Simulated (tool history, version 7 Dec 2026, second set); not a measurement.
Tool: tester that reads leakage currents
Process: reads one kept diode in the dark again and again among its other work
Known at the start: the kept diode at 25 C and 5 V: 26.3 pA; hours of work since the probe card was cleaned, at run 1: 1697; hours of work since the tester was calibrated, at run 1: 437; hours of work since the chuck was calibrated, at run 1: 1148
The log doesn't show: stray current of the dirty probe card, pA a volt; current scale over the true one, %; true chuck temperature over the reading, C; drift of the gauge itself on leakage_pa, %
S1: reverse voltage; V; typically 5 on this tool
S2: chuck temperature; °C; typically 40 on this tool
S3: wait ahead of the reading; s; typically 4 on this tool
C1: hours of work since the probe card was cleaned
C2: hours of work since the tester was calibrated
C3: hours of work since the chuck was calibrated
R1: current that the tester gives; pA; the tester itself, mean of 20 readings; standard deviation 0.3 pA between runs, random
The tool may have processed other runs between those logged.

run    hour     S1  S2    S3    C1    C2    C3      R1
  1       0      5  40     4  1697   437  1148  115.06
  2   107.3      5  40     4  1751   491  1203  115.63
  3   217.4      5  40     4  1808   548  1259   116.6
      265.4  -- chuck's temperature calibrated
  4   347.7      5  40     4  1873   613    42  105.69
  5   476.1      5  40  0.47  1938   678   107  107.82
  6   571.3      5  50  0.47  1987   727   156  238.31
  7   643.1      5  41  0.47  2023   763   193  117.96
  8   769.3      5  41  0.47  2088   828   257  119.25
  9   850.9   1.14  40     4  2129   869   298   43.91
 10   938.8   1.14  40     4  2174   914   343   44.01
 11  1047.8   1.14  40     4  2230   970   399   44.37
 12  1109.8   4.26  40     4  2261  1001   430   99.98
 13    1177      5  40     4  2296  1036   465  110.92
 14  1278.1      5  40     4  2347  1087   516  111.57
 15    1352      5  40     4  2385  1125   554  112.13
     1364.2  -- tester calibrated
 16  1442.7      5  40     4  2430    40   599  112.73
 17  1515.5   3.76  26  0.67  2467    77   636   32.88
 18  1634.1   2.48  25  0.43  2528   138   697   23.78
     1669.5  -- tester calibrated, once more
 19  1730.9   2.48  25  0.43  2576    31   745   23.52
 20  1807.3  14.38  46     4  2615    70   784   348.5
 21  1890.2  11.52  38  0.39  2657   112   826  172.03
 22  1950.8   1.48  53     4  2688   143   857  149.82
 23    2068   1.48  53     4  2748   203   917  150.42
 24  2167.6   1.48  53     4  2799   254   968  150.71
 25  2265.1   1.48  53     4  2848   304  1017  151.16
 26  2353.1   1.48  53     4  2893   348  1062  153.06
 27  2478.4   1.48  53     4  2957   412  1126   153.9
 28  2578.6   1.48  53     4  3008   463  1177  154.39

Results for each run, recomputed without the tool's hidden state and with each run's random variation untouched:
run      R1
  1   99.98
  2   99.83
  3  100.03
  4   99.77
  5  101.12
  6  229.75
  7  110.06
  8  110.46
  9   41.39
 10   41.29
 11   41.39
 12   90.62
 13   99.75
 14    99.8
 15    99.9
 16   99.53
 17    25.4
 18   18.53
 19   18.44
 20  307.58
 21  143.93
 22  139.08
 23  138.88
 24  138.48
 25  138.28
 26  139.39
 27  139.36
 28   139.2
